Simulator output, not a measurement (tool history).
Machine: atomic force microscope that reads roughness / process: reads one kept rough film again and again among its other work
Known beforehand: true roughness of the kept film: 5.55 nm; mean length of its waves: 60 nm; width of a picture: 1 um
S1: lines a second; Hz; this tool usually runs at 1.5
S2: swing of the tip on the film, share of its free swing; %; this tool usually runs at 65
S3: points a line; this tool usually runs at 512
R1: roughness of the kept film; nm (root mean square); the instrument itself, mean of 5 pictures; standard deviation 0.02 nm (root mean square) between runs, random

{"run": 1, "hour": 0.0, "S1": 1.5, "S2": 65, "S3": 512, "R1": 4.589}
{"run": 2, "hour": 34.5, "S1": 1.5, "S2": 77, "S3": 512, "R1": 4.25}
{"run": 3, "hour": 74.6, "S1": 1.5, "S2": 77, "S3": 570, "R1": 4.223}
{"hour": 115.4, "done": "new tip fitted"}
{"run": 4, "hour": 129.8, "S1": 1.5, "S2": 77, "S3": 570, "R1": 4.685}
{"run": 5, "hour": 185.9, "S1": 1.5, "S2": 65, "S3": 512, "R1": 4.734}
{"run": 6, "hour": 228.1, "S1": 1.5, "S2": 75, "S3": 512, "R1": 4.479}
{"run": 7, "hour": 254.4, "S1": 1.5, "S2": 75, "S3": 512, "R1": 4.417}
{"run": 8, "hour": 296.2, "S1": 1.5, "S2": 75, "S3": 512, "R1": 4.307}
{"run": 9, "hour": 340.5, "S1": 1.5, "S2": 75, "S3": 512, "R1": 4.187}
{"hour": 375.9, "done": "new tip fitted"}
{"run": 10, "hour": 394.0, "S1": 0.67, "S2": 75, "S3": 512, "R1": 4.905}
{"run": 11, "hour": 428.1, "S1": 0.67, "S2": 75, "S3": 512, "R1": 4.805}
{"run": 12, "hour": 467.3, "S1": 0.67, "S2": 75, "S3": 512, "R1": 4.714}
{"run": 13, "hour": 521.6, "S1": 0.67, "S2": 75, "S3": 512, "R1": 4.626}
{"run": 14, "hour": 561.5, "S1": 0.67, "S2": 75, "S3": 512, "R1": 4.519}
{"run": 15, "hour": 595.5, "S1": 1.5, "S2": 65, "S3": 512, "R1": 4.402}
{"hour": 631.9, "done": "new tip fitted"}
{"run": 16, "hour": 648.8, "S1": 1.5, "S2": 65, "S3": 306, "R1": 4.892}
{"run": 17, "hour": 684.6, "S1": 1.5, "S2": 65, "S3": 306, "R1": 4.767}
{"run": 18, "hour": 732.9, "S1": 1.5, "S2": 65, "S3": 512, "R1": 4.632}
{"run": 19, "hour": 781.8, "S1": 1.5, "S2": 65, "S3": 512, "R1": 4.529}
{"run": 20, "hour": 821.9, "S1": 1.71, "S2": 88, "S3": 323, "R1": 3.958}
{"run": 21, "hour": 877.1, "S1": 1.71, "S2": 88, "S3": 323, "R1": 3.851}
{"hour": 888.2, "done": "new tip fitted"}
{"hour": 926.4, "done": "height scale calibrated on a step standard"}
{"run": 22, "hour": 926.6, "S1": 1.13, "S2": 81, "S3": 409, "R1": 4.659}
{"run": 23, "hour": 970.0, "S1": 1.13, "S2": 81, "S3": 409, "R1": 4.559}
{"run": 24, "hour": 1019.8, "S1": 0.94, "S2": 72, "S3": 822, "R1": 4.635}
{"run": 25, "hour": 1064.1, "S1": 0.94, "S2": 72, "S3": 822, "R1": 4.523}
{"run": 26, "hour": 1115.5, "S1": 3.76, "S2": 71, "S3": 512, "R1": 3.971}
{"hour": 1145.1, "done": "new tip fitted"}
{"run": 27, "hour": 1162.6, "S1": 3.76, "S2": 71, "S3": 302, "R1": 4.423}
{"run": 28, "hour": 1199.3, "S1": 1.96, "S2": 76, "S3": 512, "R1": 4.557}
{"run": 29, "hour": 1248.0, "S1": 0.62, "S2": 65, "S3": 512, "R1": 4.842}
{"run": 30, "hour": 1304.0, "S1": 0.65, "S2": 88, "S3": 590, "R1": 4.491}
{"run": 31, "hour": 1347.3, "S1": 3.09, "S2": 63, "S3": 512, "R1": 4.358}
{"run": 32, "hour": 1392.0, "S1": 0.79, "S2": 65, "S3": 330, "R1": 4.488}
{"hour": 1403.2, "done": "new tip fitted"}
{"run": 33, "hour": 1433.3, "S1": 1.05, "S2": 84, "S3": 416, "R1": 4.702}
{"run": 34, "hour": 1477.2, "S1": 1.1, "S2": 81, "S3": 329, "R1": 4.605}
{"run": 35, "hour": 1518.2, "S1": 1.1, "S2": 81, "S3": 329, "R1": 4.522}
{"run": 36, "hour": 1570.1, "S1": 1.5, "S2": 82, "S3": 512, "R1": 4.299}
{"run": 37, "hour": 1617.1, "S1": 1.5, "S2": 82, "S3": 512, "R1": 4.171}
{"hour": 1663.8, "done": "new tip fitted"}
{"run": 38, "hour": 1664.8, "S1": 2.11, "S2": 57, "S3": 351, "R1": 5.002}

Some steps in R1, run to run, broken into two amounts with sign: the step expected even without the hidden condition (settings, incoming material, random variation), and the rest, left for the hidden condition together with whatever gauge scatter is not in both the measured and the hidden-condition-free result:
Hidden state present: radius of the tip, nm; height scale over the true one, %; drift of the gauge itself on roughness_nm, %.
Run 9 -> 10: S1 1.5 -> 0.67, new tip fitted. R1 +0.718 nm (root mean square): hidden state +0.465, all else +0.253.
Run 15 -> 16: S3 512 -> 306, new tip fitted. R1 +0.49 nm (root mean square): hidden state +0.503, all else -0.013.
Run 21 -> 22: S1 1.71 -> 1.13, S2 88 -> 81, S3 323 -> 409, new tip fitted, height scale calibrated on a step standard. R1 +0.808 nm (root mean square): hidden state +0.443, all else +0.365.
Run 32 -> 33: S1 0.79 -> 1.05, S2 65 -> 84, S3 330 -> 416, new tip fitted. R1 +0.214 nm (root mean square): hidden state +0.505, all else -0.291.
Run 37 -> 38: S1 1.5 -> 2.11, S2 82 -> 57, S3 512 -> 351, new tip fitted. R1 +0.831 nm (root mean square): hidden state +0.477, all else +0.354.

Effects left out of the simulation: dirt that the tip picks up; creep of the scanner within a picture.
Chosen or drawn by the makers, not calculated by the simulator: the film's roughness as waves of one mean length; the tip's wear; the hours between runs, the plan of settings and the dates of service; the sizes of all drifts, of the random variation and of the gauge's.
